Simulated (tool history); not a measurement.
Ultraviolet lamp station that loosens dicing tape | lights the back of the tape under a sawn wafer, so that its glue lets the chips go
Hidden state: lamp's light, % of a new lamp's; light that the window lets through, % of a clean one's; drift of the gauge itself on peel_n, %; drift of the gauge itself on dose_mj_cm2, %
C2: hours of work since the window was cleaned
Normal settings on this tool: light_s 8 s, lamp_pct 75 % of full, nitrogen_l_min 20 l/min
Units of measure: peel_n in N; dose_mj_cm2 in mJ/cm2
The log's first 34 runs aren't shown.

{"hour": 1420.3, "done": "lamp changed"}
{"run": 35, "hour": 1476.4, "light_s": 8, "lamp_pct": 62, "nitrogen_l_min": 7, "hours of work of the lamp": 41, "C2": 227, "peel_n": 2.176, "dose_mj_cm2": 180}
{"run": 36, "hour": 1503.4, "light_s": 8, "lamp_pct": 65, "nitrogen_l_min": 6, "hours of work of the lamp": 60, "C2": 246, "peel_n": 2.264, "dose_mj_cm2": 190}
{"run": 37, "hour": 1560.0, "light_s": 8, "lamp_pct": 89, "nitrogen_l_min": 9, "hours of work of the lamp": 101, "C2": 287, "peel_n": 1.107, "dose_mj_cm2": 253}
{"run": 38, "hour": 1608.0, "light_s": 5, "lamp_pct": 75, "nitrogen_l_min": 11, "hours of work of the lamp": 136, "C2": 322, "peel_n": 2.729, "dose_mj_cm2": 131}
{"run": 39, "hour": 1641.6, "light_s": 5, "lamp_pct": 75, "nitrogen_l_min": 11, "hours of work of the lamp": 160, "C2": 346, "peel_n": 2.675, "dose_mj_cm2": 130}
{"run": 40, "hour": 1695.0, "light_s": 6, "lamp_pct": 83, "nitrogen_l_min": 7, "hours of work of the lamp": 199, "C2": 385, "peel_n": 2.486, "dose_mj_cm2": 166}
{"hour": 1738.5, "done": "window cleaned of glue's vapour"}
{"run": 41, "hour": 1745.5, "light_s": 5, "lamp_pct": 75, "nitrogen_l_min": 24, "hours of work of the lamp": 235, "C2": 5, "peel_n": 1.605, "dose_mj_cm2": 143}
{"run": 42, "hour": 1783.3, "light_s": 5, "lamp_pct": 75, "nitrogen_l_min": 24, "hours of work of the lamp": 262, "C2": 32, "peel_n": 1.665, "dose_mj_cm2": 142}
{"run": 43, "hour": 1846.5, "light_s": 5, "lamp_pct": 75, "nitrogen_l_min": 24, "hours of work of the lamp": 308, "C2": 78, "peel_n": 1.701, "dose_mj_cm2": 132}
{"run": 44, "hour": 1874.6, "light_s": 6, "lamp_pct": 75, "nitrogen_l_min": 20, "hours of work of the lamp": 328, "C2": 98, "peel_n": 1.464, "dose_mj_cm2": 163}

Forecast each of these 3 alternatives for the next run:
{"run": "A", "hour": 1939.8, "light_s": 6, "lamp_pct": 98, "nitrogen_l_min": 20, "hours of work of the lamp": 375, "C2": 146, "peel_n": "?", "dose_mj_cm2": "?"}
{"run": "B", "hour": 1939.8, "light_s": 6, "lamp_pct": 66, "nitrogen_l_min": 20, "hours of work of the lamp": 375, "C2": 146, "peel_n": "?", "dose_mj_cm2": "?"}
{"run": "C", "hour": 1939.8, "light_s": 6, "lamp_pct": 65, "nitrogen_l_min": 27, "hours of work of the lamp": 375, "C2": 146, "peel_n": "?", "dose_mj_cm2": "?"}

run=A peel_n=0.963 dose_mj_cm2=204
run=B peel_n=1.831 dose_mj_cm2=134
run=C peel_n=1.64 dose_mj_cm2=133
Had the tool no hidden state, the same runs would have come out as:
run=A peel_n=0.636 dose_mj_cm2=247
run=B peel_n=1.334 dose_mj_cm2=162
run=C peel_n=1.169 dose_mj_cm2=161

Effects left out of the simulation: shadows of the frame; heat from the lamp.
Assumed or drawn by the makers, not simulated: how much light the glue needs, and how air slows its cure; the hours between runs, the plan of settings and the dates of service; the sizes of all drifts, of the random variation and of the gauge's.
